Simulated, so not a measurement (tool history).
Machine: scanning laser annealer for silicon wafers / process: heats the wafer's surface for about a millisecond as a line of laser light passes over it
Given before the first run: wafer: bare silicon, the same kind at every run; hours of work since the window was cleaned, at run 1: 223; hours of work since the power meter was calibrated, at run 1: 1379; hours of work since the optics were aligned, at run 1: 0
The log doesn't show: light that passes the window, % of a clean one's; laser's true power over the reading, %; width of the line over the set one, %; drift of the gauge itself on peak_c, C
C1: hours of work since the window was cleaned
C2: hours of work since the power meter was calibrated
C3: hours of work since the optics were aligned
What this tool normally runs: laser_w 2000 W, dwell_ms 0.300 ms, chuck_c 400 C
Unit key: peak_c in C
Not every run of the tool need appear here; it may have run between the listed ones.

{"run": 1, "day": 0.0, "laser_w": 2000, "dwell_ms": 0.3, "chuck_c": 400, "C1": 223, "C2": 1379, "C3": 0, "peak_c": 1150}
{"run": 2, "day": 1.762, "laser_w": 2000, "dwell_ms": 0.3, "chuck_c": 400, "C1": 244, "C2": 1399, "C3": 20, "peak_c": 1149}
{"run": 3, "day": 3.892, "laser_w": 2000, "dwell_ms": 0.3, "chuck_c": 400, "C1": 268, "C2": 1424, "C3": 45, "peak_c": 1148}
{"run": 4, "day": 6.379, "laser_w": 2000, "dwell_ms": 0.3, "chuck_c": 400, "C1": 297, "C2": 1453, "C3": 74, "peak_c": 1144}
{"run": 5, "day": 8.821, "laser_w": 2000, "dwell_ms": 0.3, "chuck_c": 400, "C1": 325, "C2": 1481, "C3": 102, "peak_c": 1143}
{"run": 6, "day": 10.2, "laser_w": 2000, "dwell_ms": 0.3, "chuck_c": 400, "C1": 341, "C2": 1497, "C3": 118, "peak_c": 1142}
{"run": 7, "day": 12.888, "laser_w": 2049, "dwell_ms": 0.3, "chuck_c": 400, "C1": 373, "C2": 1528, "C3": 150, "peak_c": 1160}
{"run": 8, "day": 14.475, "laser_w": 2049, "dwell_ms": 0.3, "chuck_c": 400, "C1": 391, "C2": 1547, "C3": 168, "peak_c": 1161}
{"run": 9, "day": 15.942, "laser_w": 2000, "dwell_ms": 0.286, "chuck_c": 400, "C1": 408, "C2": 1564, "C3": 185, "peak_c": 1112}
{"run": 10, "day": 18.479, "laser_w": 1726, "dwell_ms": 0.3, "chuck_c": 400, "C1": 437, "C2": 1593, "C3": 214, "peak_c": 1010}
{"run": 11, "day": 20.179, "laser_w": 1726, "dwell_ms": 0.3, "chuck_c": 400, "C1": 457, "C2": 1613, "C3": 234, "peak_c": 1011}
{"run": 12, "day": 22.804, "laser_w": 1726, "dwell_ms": 0.3, "chuck_c": 400, "C1": 488, "C2": 1643, "C3": 265, "peak_c": 1010}
{"run": 13, "day": 25.075, "laser_w": 2000, "dwell_ms": 0.3, "chuck_c": 362, "C1": 514, "C2": 1670, "C3": 291, "peak_c": 1088}
{"run": 14, "day": 27.938, "laser_w": 2000, "dwell_ms": 0.3, "chuck_c": 362, "C1": 547, "C2": 1703, "C3": 324, "peak_c": 1087}
{"run": 15, "day": 30.583, "laser_w": 2000, "dwell_ms": 0.3, "chuck_c": 400, "C1": 578, "C2": 1734, "C3": 355, "peak_c": 1120}
{"run": 16, "day": 32.117, "laser_w": 2000, "dwell_ms": 0.3, "chuck_c": 433, "C1": 596, "C2": 1751, "C3": 373, "peak_c": 1153}
{"day": 32.429, "done": "window over the wafer cleaned"}
{"run": 17, "day": 34.446, "laser_w": 2000, "dwell_ms": 0.253, "chuck_c": 400, "C1": 23, "C2": 1778, "C3": 399, "peak_c": 1098}
{"run": 18, "day": 36.858, "laser_w": 2000, "dwell_ms": 0.253, "chuck_c": 400, "C1": 51, "C2": 1806, "C3": 427, "peak_c": 1091}
{"run": 19, "day": 38.625, "laser_w": 2000, "dwell_ms": 0.253, "chuck_c": 400, "C1": 72, "C2": 1826, "C3": 447, "peak_c": 1091}
{"run": 20, "day": 40.171, "laser_w": 2182, "dwell_ms": 0.33, "chuck_c": 380, "C1": 90, "C2": 1844, "C3": 465, "peak_c": 1268}
{"run": 21, "day": 42.25, "laser_w": 1973, "dwell_ms": 0.213, "chuck_c": 427, "C1": 114, "C2": 1868, "C3": 489, "peak_c": 1038}
{"run": 22, "day": 44.954, "laser_w": 1889, "dwell_ms": 0.353, "chuck_c": 424, "C1": 145, "C2": 1899, "C3": 521, "peak_c": 1192}
{"run": 23, "day": 47.242, "laser_w": 2098, "dwell_ms": 0.3, "chuck_c": 400, "C1": 172, "C2": 1926, "C3": 547, "peak_c": 1195}
{"run": 24, "day": 49.896, "laser_w": 1749, "dwell_ms": 0.376, "chuck_c": 374, "C1": 203, "C2": 1957, "C3": 578, "peak_c": 1098}
{"run": 25, "day": 52.133, "laser_w": 1749, "dwell_ms": 0.292, "chuck_c": 374, "C1": 229, "C2": 1983, "C3": 604, "peak_c": 998}
{"run": 26, "day": 53.646, "laser_w": 1749, "dwell_ms": 0.292, "chuck_c": 393, "C1": 246, "C2": 2000, "C3": 621, "peak_c": 1015}
{"run": 27, "day": 56.567, "laser_w": 2000, "dwell_ms": 0.348, "chuck_c": 426, "C1": 280, "C2": 2034, "C3": 655, "peak_c": 1231}
{"run": 28, "day": 58.254, "laser_w": 2195, "dwell_ms": 0.348, "chuck_c": 404, "C1": 300, "C2": 2054, "C3": 675, "peak_c": 1305}
{"run": 29, "day": 60.925, "laser_w": 2172, "dwell_ms": 0.369, "chuck_c": 390, "C1": 331, "C2": 2085, "C3": 706, "peak_c": 1309}
{"run": 30, "day": 63.054, "laser_w": 2144, "dwell_ms": 0.351, "chuck_c": 421, "C1": 355, "C2": 2109, "C3": 731, "peak_c": 1300}
{"run": 31, "day": 66.012, "laser_w": 1916, "dwell_ms": 0.3, "chuck_c": 425, "C1": 390, "C2": 2144, "C3": 765, "peak_c": 1121}
{"run": 32, "day": 67.858, "laser_w": 2053, "dwell_ms": 0.361, "chuck_c": 427, "C1": 411, "C2": 2165, "C3": 786, "peak_c": 1268}
{"run": 33, "day": 69.258, "laser_w": 2000, "dwell_ms": 0.284, "chuck_c": 400, "C1": 427, "C2": 2181, "C3": 803, "peak_c": 1108}

Alternative continuations, all from the tool just after run 33; predict every row:
{"run": "A", "day": 71.292, "laser_w": 1879, "dwell_ms": 0.3, "chuck_c": 400, "C1": 451, "C2": 2205, "C3": 826, "peak_c": "?"}
{"run": "B", "day": 71.292, "laser_w": 2151, "dwell_ms": 0.266, "chuck_c": 439, "C1": 451, "C2": 2205, "C3": 826, "peak_c": "?"}
{"run": "C", "day": 71.292, "laser_w": 2000, "dwell_ms": 0.3, "chuck_c": 426, "C1": 451, "C2": 2205, "C3": 826, "peak_c": "?"}
{"run": "D", "day": 71.292, "laser_w": 2000, "dwell_ms": 0.315, "chuck_c": 400, "C1": 451, "C2": 2205, "C3": 826, "peak_c": "?"}
{"run": "E", "day": 71.292, "laser_w": 2000, "dwell_ms": 0.284, "chuck_c": 371, "C1": 451, "C2": 2205, "C3": 826, "peak_c": "?"}

run=A peak_c=1075
run=B peak_c=1181
run=C peak_c=1155
run=D peak_c=1152
run=E peak_c=1076
Stripped of hidden state, with their random variation kept, the same runs would have yielded:
run=A peak_c=1107
run=B peak_c=1216
run=C peak_c=1189
run=D peak_c=1187
run=E peak_c=1109
